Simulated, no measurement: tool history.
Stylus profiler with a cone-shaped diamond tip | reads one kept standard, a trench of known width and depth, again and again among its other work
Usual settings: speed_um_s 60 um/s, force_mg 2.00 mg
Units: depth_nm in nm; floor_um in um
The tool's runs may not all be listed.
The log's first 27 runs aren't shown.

run	hour	speed_um_s	force_mg	scans with this tip	hours of work since the height scale was calibrated	depth_nm	floor_um
28	1127.8	113	0.76	22275	1565	500.00	15.04
29	1171.2	91	3.19	22677	1594	503.61	15.80
30	1212.1	115	4.00	23058	1620	505.09	15.71
31	1249.9	115	4.00	23408	1645	504.80	15.72
32	1302.9	20	0.70	23901	1680	499.60	16.02
33	1337.3	25	1.41	24221	1702	500.82	16.01
34	1386.5	25	1.41	24677	1734	501.07	15.97
35	1425.8	81	2.04	25043	1760	501.94	15.69
36	1450.9	17	1.36	25276	1776	500.68	15.99
37	1497.7	97	5.45	25711	1807	506.41	15.78
38	1527.9	34	0.67	25991	1826	499.17	15.75
39	1565.1	80	2.84	26337	1851	502.95	15.70
40	1601.6	80	2.84	26676	1875	502.96	15.65
41	1652.2	36	0.76	27146	1908	499.14	15.70

5 ways to go on from here, each from the tool as it stands after run 41. What would each give?
A	1675.7	44	1.35	27364	1923	?	?
B	1675.7	80	4.47	27364	1923	?	?
C	1675.7	144	3.49	27364	1923	?	?
D	1675.7	32	0.76	27364	1923	?	?
E	1675.7	53	1.81	27364	1923	?	?

run	depth_nm	floor_um
A	500.52	15.75
B	505.21	15.77
C	503.86	15.36
D	499.11	15.75
E	501.32	15.76
Without the tool's hidden state the same runs would have given:
run	depth_nm	floor_um
A	503.77	17.00
B	508.49	17.01
C	507.13	16.60
D	502.36	16.99
E	504.58	17.01
